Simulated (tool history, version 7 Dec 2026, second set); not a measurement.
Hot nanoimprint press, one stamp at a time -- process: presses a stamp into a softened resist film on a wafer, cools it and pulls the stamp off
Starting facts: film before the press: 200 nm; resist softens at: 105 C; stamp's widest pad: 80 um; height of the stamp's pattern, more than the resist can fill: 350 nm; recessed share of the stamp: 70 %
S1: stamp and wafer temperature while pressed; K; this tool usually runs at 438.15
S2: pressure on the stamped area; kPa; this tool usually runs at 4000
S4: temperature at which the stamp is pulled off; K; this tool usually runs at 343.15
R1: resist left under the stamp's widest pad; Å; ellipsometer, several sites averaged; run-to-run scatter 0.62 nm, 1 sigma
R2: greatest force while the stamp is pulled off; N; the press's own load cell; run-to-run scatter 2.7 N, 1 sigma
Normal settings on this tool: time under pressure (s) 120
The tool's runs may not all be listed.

run 1 hour=0.0 | S1=438.15 S2=4000 time_under_pressure_(s)=120 S4=343.15 | R1=1125 R2=164
run 2 hour=80.6 | S1=438.15 S2=4000 time_under_pressure_(s)=120 S4=343.15 | R1=1126 R2=170
run 3 hour=145.1 | S1=438.15 S2=4000 time_under_pressure_(s)=120 S4=343.15 | R1=1111 R2=180
run 4 hour=188.8 | S1=438.15 S2=4000 time_under_pressure_(s)=120 S4=343.15 | R1=1112 R2=177
-- hour=238.0 stamp cleaned and given a new release coat
run 5 hour=247.9 | S1=438.15 S2=4000 time_under_pressure_(s)=120 S4=343.15 | R1=1114 R2=125
run 6 hour=322.4 | S1=438.15 S2=4000 time_under_pressure_(s)=120 S4=343.15 | R1=1103 R2=135
run 7 hour=395.3 | S1=438.15 S2=4000 time_under_pressure_(s)=120 S4=343.15 | R1=1096 R2=141
run 8 hour=442.9 | S1=438.15 S2=4000 time_under_pressure_(s)=120 S4=343.15 | R1=1092 R2=143
run 9 hour=484.6 | S1=438.15 S2=4000 time_under_pressure_(s)=120 S4=343.15 | R1=1082 R2=148
run 10 hour=550.8 | S1=438.15 S2=4000 time_under_pressure_(s)=120 S4=343.15 | R1=1087 R2=155
run 11 hour=625.2 | S1=438.15 S2=4000 time_under_pressure_(s)=120 S4=343.15 | R1=1070 R2=158
-- hour=702.4 plate thermocouple calibrated
run 12 hour=702.4 | S1=438.15 S2=4000 time_under_pressure_(s)=120 S4=343.15 | R1=1142 R2=167
run 13 hour=763.9 | S1=438.15 S2=4000 time_under_pressure_(s)=120 S4=343.15 | R1=1126 R2=169
run 14 hour=823.2 | S1=438.15 S2=3520 time_under_pressure_(s)=120 S4=343.15 | R1=1195 R2=180
-- hour=900.3 stamp cleaned and given a new release coat
run 15 hour=914.8 | S1=438.15 S2=3520 time_under_pressure_(s)=120 S4=343.15 | R1=1192 R2=127
run 16 hour=995.1 | S1=438.15 S2=4000 time_under_pressure_(s)=120 S4=343.15 | R1=1116 R2=133
run 17 hour=1060.3 | S1=442.15 S2=4000 time_under_pressure_(s)=120 S4=342.15 | R1=951 R2=136
run 18 hour=1142.5 | S1=442.15 S2=4000 time_under_pressure_(s)=120 S4=342.15 | R1=944 R2=152
run 19 hour=1207.3 | S1=446.15 S2=4000 time_under_pressure_(s)=120 S4=343.15 | R1=797 R2=144
run 20 hour=1276.9 | S1=446.15 S2=4000 time_under_pressure_(s)=120 S4=343.15 | R1=796 R2=157
run 21 hour=1327.2 | S1=435.15 S2=4000 time_under_pressure_(s)=120 S4=333.15 | R1=1214 R2=182
run 22 hour=1414.4 | S1=435.15 S2=4000 time_under_pressure_(s)=120 S4=333.15 | R1=1214 R2=192
run 23 hour=1452.8 | S1=435.15 S2=4000 time_under_pressure_(s)=65 S4=333.15 | R1=1411 R2=190
run 24 hour=1503.1 | S1=438.15 S2=4000 time_under_pressure_(s)=149 S4=345.15 | R1=997 R2=177
-- hour=1522.5 press's hydraulic seals changed and the load cell set to zero
run 25 hour=1549.0 | S1=437.15 S2=4580 time_under_pressure_(s)=120 S4=343.15 | R1=1039 R2=185
-- hour=1563.2 stamp cleaned and given a new release coat
run 26 hour=1640.2 | S1=448.15 S2=3440 time_under_pressure_(s)=120 S4=336.15 | R1=760 R2=143
run 27 hour=1679.3 | S1=448.15 S2=3440 time_under_pressure_(s)=120 S4=336.15 | R1=764 R2=144
-- hour=1689.3 plate thermocouple calibrated
run 28 hour=1753.0 | S1=438.15 S2=2950 time_under_pressure_(s)=120 S4=330.15 | R1=1295 R2=156
run 29 hour=1834.9 | S1=444.15 S2=4130 time_under_pressure_(s)=120 S4=331.15 | R1=881 R2=167
run 30 hour=1871.6 | S1=450.15 S2=4130 time_under_pressure_(s)=204 S4=347.15 | R1=563 R2=149
run 31 hour=1924.0 | S1=438.15 S2=3820 time_under_pressure_(s)=204 S4=343.15 | R1=956 R2=158

Alternative continuations, all from the tool just after run 31; predict every row:
run A hour=2011.3 | S1=440.15 S2=3820 time_under_pressure_(s)=204 S4=340.15 | R1=? R2=?
run B hour=2011.3 | S1=433.15 S2=3150 time_under_pressure_(s)=166 S4=343.15 | R1=? R2=?
run C hour=2011.3 | S1=438.15 S2=6070 time_under_pressure_(s)=204 S4=343.15 | R1=? R2=?

run=A R1=878 R2=171
run=B R1=1342 R2=162
run=C R1=757 R2=161
Stripped of hidden state, with their random variation kept, the same runs would have yielded:
run=A R1=904 R2=130
run=B R1=1374 R2=123
run=C R1=779 R2=122

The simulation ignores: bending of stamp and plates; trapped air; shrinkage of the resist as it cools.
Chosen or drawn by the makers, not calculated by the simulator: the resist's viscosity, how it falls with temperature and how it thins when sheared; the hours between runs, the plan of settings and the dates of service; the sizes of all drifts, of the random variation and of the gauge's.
